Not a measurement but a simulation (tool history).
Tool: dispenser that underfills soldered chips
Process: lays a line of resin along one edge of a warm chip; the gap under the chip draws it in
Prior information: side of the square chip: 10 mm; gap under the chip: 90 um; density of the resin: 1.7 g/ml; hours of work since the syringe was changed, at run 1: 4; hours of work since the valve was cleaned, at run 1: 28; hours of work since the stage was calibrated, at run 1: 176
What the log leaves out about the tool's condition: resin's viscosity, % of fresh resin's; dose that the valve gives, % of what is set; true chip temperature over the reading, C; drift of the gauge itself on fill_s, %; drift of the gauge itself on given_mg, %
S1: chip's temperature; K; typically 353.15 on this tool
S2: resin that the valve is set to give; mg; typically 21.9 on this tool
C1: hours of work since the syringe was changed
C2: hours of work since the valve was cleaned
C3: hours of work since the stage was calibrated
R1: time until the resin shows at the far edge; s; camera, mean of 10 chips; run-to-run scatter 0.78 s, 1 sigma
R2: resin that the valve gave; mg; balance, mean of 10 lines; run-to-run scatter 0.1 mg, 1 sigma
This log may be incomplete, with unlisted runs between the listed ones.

Run 1, hour 0: usual settings; C1 4; C2 28; C3 176. Result: R1 93.2 s, R2 21.47 mg.
At hour 1.7: new syringe of resin.
Run 2, hour 4.2: usual settings; C1 2; C2 31; C3 179. Result: R1 80.2 s, R2 21.38 mg.
Run 3, hour 7.5: usual settings; C1 4; C2 33; C3 181. Result: R1 92.8 s, R2 21.54 mg.
At hour 9.6: new syringe of resin.
Run 4, hour 13.8: usual settings; C1 3; C2 37; C3 185. Result: R1 84.7 s, R2 21.24 mg.
At hour 17.5: new syringe of resin.
Run 5, hour 18.9: usual settings; C1 1; C2 41; C3 189. Result: R1 73.6 s, R2 21.43 mg.
Run 6, hour 22.5: usual settings; C1 3; C2 43; C3 191. Result: R1 85.9 s, R2 21.29 mg.
At hour 25.5: new syringe of resin.
Run 7, hour 28: usual settings; C1 2; C2 47; C3 195. Result: R1 80.2 s, R2 21.15 mg.
Run 8, hour 32.8: usual settings; C1 5; C2 50; C3 198. Result: R1 98 s, R2 21.28 mg.
At hour 33.7: new syringe of resin.
Run 9, hour 36.8: usual settings; C1 2; C2 52; C3 200. Result: R1 81.8 s, R2 21.2 mg.
At hour 41.4: new syringe of resin.
Run 10, hour 41.9: usual settings; C1 0; C2 56; C3 204. Result: R1 72 s, R2 21.13 mg.
Run 11, hour 45.1: usual settings; C1 3; C2 58; C3 206. Result: R1 83.1 s, R2 21.32 mg.
At hour 49.4: new syringe of resin.
Run 12, hour 49.8: usual settings; C1 0; C2 61; C3 209. Result: R1 70.3 s, R2 21.14 mg.
Run 13, hour 54: usual settings; C1 3; C2 64; C3 212. Result: R1 84.7 s, R2 20.98 mg.
At hour 57.4: new syringe of resin.
Run 14, hour 60.1: usual settings but S1 362.15 K; C1 2; C2 68; C3 216. Result: R1 57.6 s, R2 20.95 mg.
At hour 65.2: new syringe of resin.
Run 15, hour 65.8: usual settings but S1 362.15 K; C1 0; C2 71; C3 219. Result: R1 52.8 s, R2 20.9 mg.
Run 16, hour 69.8: usual settings but S1 362.15 K; C1 3; C2 74; C3 222. Result: R1 63.5 s, R2 20.82 mg.
At hour 73.1: new syringe of resin.
Run 17, hour 74.5: usual settings but S1 362.15 K; C1 1; C2 77; C3 225. Result: R1 54.7 s, R2 20.73 mg.
Run 18, hour 78.8: usual settings but S1 361.15 K, S2 26.7 mg; C1 4; C2 80; C3 228. Result: R1 65.1 s, R2 25.46 mg.
At hour 80.8: new syringe of resin.
Run 19, hour 85.2: usual settings but S1 338.15 K, S2 19.6 mg; C1 3; C2 84; C3 232. Result: R1 157 s, R2 18.55 mg.
At hour 88.7: new syringe of resin.
Run 20, hour 89.2: usual settings but S1 362.15 K, S2 20.3 mg; C1 0; C2 87; C3 235. Result: R1 54.7 s, R2 19.17 mg.
Run 21, hour 94.3: usual settings but S1 345.15 K, S2 20 mg; C1 4; C2 90; C3 238. Result: R1 125.5 s, R2 18.84 mg.
At hour 96.7: new syringe of resin.
Run 22, hour 99.1: usual settings but S1 345.15 K, S2 20 mg; C1 2; C2 93; C3 241. Result: R1 105.1 s, R2 18.86 mg.
At hour 104.7: new syringe of resin.
Run 23, hour 105.9: usual settings but S1 363.15 K, S2 18.8 mg; C1 1; C2 98; C3 246. Result: R1 54.5 s, R2 17.65 mg.
Run 24, hour 110.8: usual settings but S1 360.15 K, S2 25.7 mg; C1 4; C2 101; C3 249. Result: R1 69.5 s, R2 23.9 mg.
At hour 112.8: new syringe of resin.
Run 25, hour 115.5: usual settings but S1 357.15 K, S2 19.7 mg; C1 2; C2 104; C3 252. Result: R1 71.5 s, R2 18.46 mg.
At hour 120.6: new syringe of resin.
Run 26, hour 121.5: usual settings but S1 357.15 K, S2 19.7 mg; C1 1; C2 108; C3 256. Result: R1 66.7 s, R2 18.57 mg.
Run 27, hour 124.8: usual settings but S1 357.15 K, S2 19.7 mg; C1 3; C2 110; C3 258. Result: R1 75.6 s, R2 18.19 mg.
At hour 128.5: new syringe of resin.
Run 28, hour 128.5: usual settings but S1 350.15 K, S2 27.8 mg; C1 0; C2 112; C3 260. Result: R1 75.4 s, R2 25.93 mg.
Run 29, hour 133: usual settings but S1 364.15 K, S2 26.2 mg; C1 3; C2 115; C3 264. Result: R1 57.2 s, R2 24.33 mg.
At hour 136.6: new syringe of resin.
Run 30, hour 139: usual settings but S1 364.15 K, S2 26.2 mg; C1 2; C2 119; C3 267. Result: R1 52.5 s, R2 24.54 mg.
Run 31, hour 143: usual settings but S1 364.15 K, S2 26.2 mg; C1 4; C2 122; C3 270. Result: R1 62.6 s, R2 24.25 mg.
At hour 144.3: new syringe of resin.
Run 32, hour 148.3: usual settings but S1 344.15 K, S2 24.4 mg; C1 3; C2 125; C3 274. Result: R1 111.8 s, R2 22.7 mg.
Run 33, hour 151.1: usual settings but S1 344.15 K, S2 24.4 mg; C1 5; C2 127; C3 275. Result: R1 126.4 s, R2 22.67 mg.

Hidden state or all else? Some run-to-run changes of R1, split into what the settings, what came in and random variation would give without the hidden state, and what is left for the hidden state (with any gauge scatter that isn't in both results):
Run 18 -> 19: S1 361.15 -> 338.15, S2 26.7 -> 19.6, new syringe of resin. R1 +91.9 s: hidden state +12.5, all else +79.4.
Run 19 -> 20: S1 338.15 -> 362.15, S2 19.6 -> 20.3, new syringe of resin. R1 -102.3 s: hidden state -25.4, all else -76.9.
Run 20 -> 21: S1 362.15 -> 345.15, S2 20.3 -> 20. R1 +70.8 s: hidden state +25.6, all else +45.2.
Run 21 -> 22: new syringe of resin. R1 -20.4 s: hidden state -19.1, all else -1.3.

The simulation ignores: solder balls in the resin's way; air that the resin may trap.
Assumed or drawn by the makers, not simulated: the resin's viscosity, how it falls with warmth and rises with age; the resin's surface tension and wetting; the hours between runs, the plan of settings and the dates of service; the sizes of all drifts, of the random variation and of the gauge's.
